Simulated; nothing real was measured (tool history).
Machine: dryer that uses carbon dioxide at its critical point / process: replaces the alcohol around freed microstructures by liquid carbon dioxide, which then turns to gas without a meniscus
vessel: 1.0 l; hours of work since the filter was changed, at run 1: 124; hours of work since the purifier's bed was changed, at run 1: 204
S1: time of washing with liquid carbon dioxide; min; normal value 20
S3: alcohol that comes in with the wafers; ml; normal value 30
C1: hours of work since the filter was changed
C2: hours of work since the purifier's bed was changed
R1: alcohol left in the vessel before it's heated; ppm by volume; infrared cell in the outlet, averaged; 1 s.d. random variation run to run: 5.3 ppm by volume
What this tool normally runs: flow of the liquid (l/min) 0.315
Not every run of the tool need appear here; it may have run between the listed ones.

Run 1, hour 0.0: usual settings; C1 124; C2 204. Result: R1 290 ppm by volume.
At hour 48.4: inlet filter changed.
Run 2, hour 48.4: usual settings; C1 0; C2 242. Result: R1 201 ppm by volume.
Run 3, hour 81.6: usual settings; C1 26; C2 268. Result: R1 229 ppm by volume.
Run 4, hour 111.4: usual settings but S1 29 min; C1 50; C2 292. Result: R1 108 ppm by volume.
Run 5, hour 171.9: usual settings but flow of the liquid (l/min) 0.434; C1 98; C2 340. Result: R1 126 ppm by volume.
Run 6, hour 240.5: usual settings; C1 153; C2 395. Result: R1 371 ppm by volume.
At hour 254.7: inlet filter changed.
Run 7, hour 307.9: usual settings but S3 31 ml; C1 42; C2 448. Result: R1 290 ppm by volume.
Run 8, hour 372.7: usual settings but S3 31 ml; C1 94; C2 499. Result: R1 347 ppm by volume.
Run 9, hour 434.3: usual settings but S3 31 ml; C1 143; C2 549. Result: R1 400 ppm by volume.
At hour 457.3: inlet filter changed.
Run 10, hour 471.0: usual settings; C1 11; C2 577. Result: R1 312 ppm by volume.
Run 11, hour 525.4: usual settings; C1 54; C2 620. Result: R1 356 ppm by volume.
Run 12, hour 553.8: usual settings but S1 18 min, flow of the liquid (l/min) 0.430, S3 22 ml; C1 77; C2 643. Result: R1 235 ppm by volume.
Run 13, hour 623.0: usual settings but S1 19 min, S3 94 ml; C1 132; C2 698. Result: R1 1099 ppm by volume.
Run 14, hour 652.9: usual settings but S1 17 min, S3 70 ml; C1 156; C2 722. Result: R1 1353 ppm by volume.
At hour 660.5: inlet filter changed.
At hour 685.8: purifier's bed changed.
Run 15, hour 713.4: usual settings but S1 17 min, S3 70 ml; C1 40; C2 22. Result: R1 785 ppm by volume.
Run 16, hour 755.6: usual settings but S1 24 min, S3 37 ml; C1 73; C2 56. Result: R1 96 ppm by volume.

Run 17 comes next. What will it give?
Run 17, hour 801.1: usual settings but S1 24 min, S3 37 ml; C1 110; C2 92. Result: R1 ?.

{"run 17": {"R1": 125}}
With no hidden state in the tool, this same run would have given R1 59 ppm by volume.
